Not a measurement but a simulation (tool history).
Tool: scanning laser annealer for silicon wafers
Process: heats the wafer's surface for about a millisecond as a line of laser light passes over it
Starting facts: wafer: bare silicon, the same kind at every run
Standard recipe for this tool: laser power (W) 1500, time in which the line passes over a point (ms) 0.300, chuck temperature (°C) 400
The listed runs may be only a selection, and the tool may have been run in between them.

| run | hour | laser power (W) | time in which the line passes over a point (ms) | chuck temperature (°C) | highest temperature of the surface (°C) |
|---|---|---|---|---|---|
| 1 | 0.0 | 1500 | 0.300 | 400 | 1133 |
| 2 | 34.6 | 1500 | 0.300 | 393 | 1122 |
| 3 | 72.1 | 1500 | 0.300 | 398 | 1126 |
| 4 | 121.2 | 1500 | 0.300 | 360 | 1085 |
| 5 | 177.9 | 1500 | 0.300 | 400 | 1118 |
| 6 | 235.7 | 1500 | 0.216 | 400 | 1004 |
| 7 | 273.0 | 1500 | 0.250 | 400 | 1051 |
| 8 | 328.2 | 1500 | 0.250 | 400 | 1044 |
| 9 | 372.7 | 1500 | 0.250 | 400 | 1042 |
| 10 | 404.5 | 1500 | 0.250 | 411 | 1053 |
| 11 | 432.9 | 1500 | 0.250 | 365 | 1005 |
| 12 | 473.4 | 1500 | 0.300 | 400 | 1095 |
| 13 | 509.9 | 1500 | 0.300 | 363 | 1057 |
| 14 | 566.5 | 1500 | 0.331 | 400 | 1129 |
|  | 615.5 | window over the wafer cleaned |
| 15 | 617.5 | 1500 | 0.331 | 400 | 1165 |
| 16 | 652.6 | 1500 | 0.331 | 400 | 1164 |
| 17 | 713.8 | 1432 | 0.300 | 400 | 1089 |
| 18 | 748.5 | 1500 | 0.300 | 400 | 1121 |
| 19 | 792.9 | 1500 | 0.300 | 400 | 1119 |
|  | 806.1 | optics aligned, line set to its width |
| 20 | 839.7 | 1500 | 0.300 | 400 | 1127 |
| 21 | 884.7 | 1500 | 0.300 | 400 | 1126 |
| 22 | 942.7 | 1500 | 0.300 | 400 | 1122 |
| 23 | 978.2 | 1560 | 0.311 | 400 | 1160 |
| 24 | 1041.0 | 1467 | 0.269 | 395 | 1056 |
| 25 | 1092.3 | 1411 | 0.300 | 400 | 1066 |
| 26 | 1137.2 | 1388 | 0.300 | 400 | 1050 |
| 27 | 1197.5 | 1388 | 0.300 | 400 | 1049 |
| 28 | 1255.7 | 1280 | 0.300 | 410 | 1001 |
| 29 | 1304.7 | 1649 | 0.327 | 437 | 1234 |
| 30 | 1350.8 | 1532 | 0.224 | 394 | 1001 |
|  | 1358.5 | window over the wafer cleaned |
| 31 | 1408.1 | 1647 | 0.333 | 432 | 1278 |
| 32 | 1452.3 | 1317 | 0.257 | 435 | 1024 |
| 33 | 1505.5 | 1488 | 0.300 | 435 | 1155 |
| 34 | 1556.9 | 1488 | 0.300 | 435 | 1149 |
| 35 | 1588.5 | 1488 | 0.300 | 435 | 1144 |
| 36 | 1632.3 | 1316 | 0.300 | 365 | 990 |
| 37 | 1681.7 | 1316 | 0.300 | 365 | 985 |
| 38 | 1722.1 | 1316 | 0.300 | 379 | 1000 |
| 39 | 1776.1 | 1488 | 0.372 | 361 | 1139 |
| 40 | 1805.5 | 1450 | 0.332 | 374 | 1086 |
| 41 | 1848.3 | 1520 | 0.275 | 388 | 1064 |
| 42 | 1880.4 | 1500 | 0.300 | 379 | 1076 |

Each run again, without the hidden state but with its own random variation kept:
What the log doesn't record here: light that passes the window, % of a clean one's; laser's true power over the reading, %; width of the line over the set one, %; drift of the gauge itself on peak_c, C.
| run | highest temperature of the surface (°C) |
|---|---|
| 1 | 1148 |
| 2 | 1140 |
| 3 | 1146 |
| 4 | 1108 |
| 5 | 1146 |
| 6 | 1031 |
| 7 | 1084 |
| 8 | 1081 |
| 9 | 1082 |
| 10 | 1094 |
| 11 | 1049 |
| 12 | 1146 |
| 13 | 1111 |
| 14 | 1190 |
| 15 | 1185 |
| 16 | 1187 |
| 17 | 1114 |
| 18 | 1149 |
| 19 | 1151 |
| 20 | 1146 |
| 21 | 1149 |
| 22 | 1149 |
| 23 | 1192 |
| 24 | 1088 |
| 25 | 1102 |
| 26 | 1089 |
| 27 | 1092 |
| 28 | 1044 |
| 29 | 1297 |
| 30 | 1052 |
| 31 | 1299 |
| 32 | 1042 |
| 33 | 1180 |
| 34 | 1178 |
| 35 | 1175 |
| 36 | 1021 |
| 37 | 1018 |
| 38 | 1036 |
| 39 | 1189 |
| 40 | 1135 |
| 41 | 1114 |
| 42 | 1130 |

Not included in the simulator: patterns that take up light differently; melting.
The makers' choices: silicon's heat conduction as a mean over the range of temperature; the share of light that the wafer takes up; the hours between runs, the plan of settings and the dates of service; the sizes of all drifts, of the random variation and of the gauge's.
